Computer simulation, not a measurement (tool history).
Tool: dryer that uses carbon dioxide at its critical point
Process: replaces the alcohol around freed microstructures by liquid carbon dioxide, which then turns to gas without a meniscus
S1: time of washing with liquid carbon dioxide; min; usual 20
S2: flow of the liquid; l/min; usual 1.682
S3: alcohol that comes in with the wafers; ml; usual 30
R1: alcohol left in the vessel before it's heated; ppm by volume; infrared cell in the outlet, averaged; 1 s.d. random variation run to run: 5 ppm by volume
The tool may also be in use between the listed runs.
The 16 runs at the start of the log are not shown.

run 17 day=7.85 | S1=20 S2=1.682 S3=30 | R1=35
run 18 day=8.158 | S1=16 S2=1.682 S3=30 | R1=53
run 19 day=8.517 | S1=16 S2=1.682 S3=30 | R1=49
run 20 day=8.821 | S1=16 S2=1.682 S3=30 | R1=55
run 21 day=9.375 | S1=16 S2=1.682 S3=30 | R1=51
run 22 day=9.712 | S1=16 S2=1.682 S3=30 | R1=51
run 23 day=10.162 | S1=16 S2=1.91 S3=30 | R1=41
run 24 day=10.504 | S1=24 S2=1.01 S3=73 | R1=122
run 25 day=10.95 | S1=24 S2=1.01 S3=73 | R1=102
run 26 day=11.5 | S1=24 S2=2.78 S3=73 | R1=37
run 27 day=12.112 | S1=24 S2=2.78 S3=73 | R1=33
run 28 day=12.379 | S1=21 S2=1.2 S3=120 | R1=139
run 29 day=12.829 | S1=21 S2=1.2 S3=90 | R1=110
run 30 day=13.275 | S1=31 S2=2.36 S3=41 | R1=34
run 31 day=13.642 | S1=20 S2=2.08 S3=26 | R1=45
run 32 day=14.05 | S1=20 S2=2.08 S3=26 | R1=35
run 33 day=14.692 | S1=20 S2=1.24 S3=50 | R1=82
run 34 day=15.062 | S1=22 S2=2.34 S3=20 | R1=38
run 35 day=15.371 | S1=28 S2=1.682 S3=36 | R1=39
run 36 day=15.738 | S1=17 S2=1.682 S3=30 | R1=47
run 37 day=16.354 | S1=13 S2=1.682 S3=94 | R1=239
run 38 day=16.621 | S1=15 S2=1.682 S3=31 | R1=74
run 39 day=16.925 | S1=15 S2=1.682 S3=31 | R1=75
run 40 day=17.212 | S1=15 S2=1.682 S3=31 | R1=77

Below are 5 alternative next runs, each starting from the tool's condition after run 40. Predict each:
run A day=17.754 | S1=15 S2=1.682 S3=31 | R1=?
run B day=17.754 | S1=20 S2=1.68 S3=30 | R1=?
run C day=17.754 | S1=18 S2=1.68 S3=32 | R1=?
run D day=17.754 | S1=23 S2=1.68 S3=30 | R1=?
run E day=17.754 | S1=13 S2=1.682 S3=23 | R1=?

run=A R1=73
run=B R1=54
run=C R1=52
run=D R1=39
run=E R1=85
Stripped of hidden state, with their random variation kept, the same runs would have yielded:
run=A R1=29
run=B R1=18
run=C R1=14
run=D R1=4
run=E R1=39
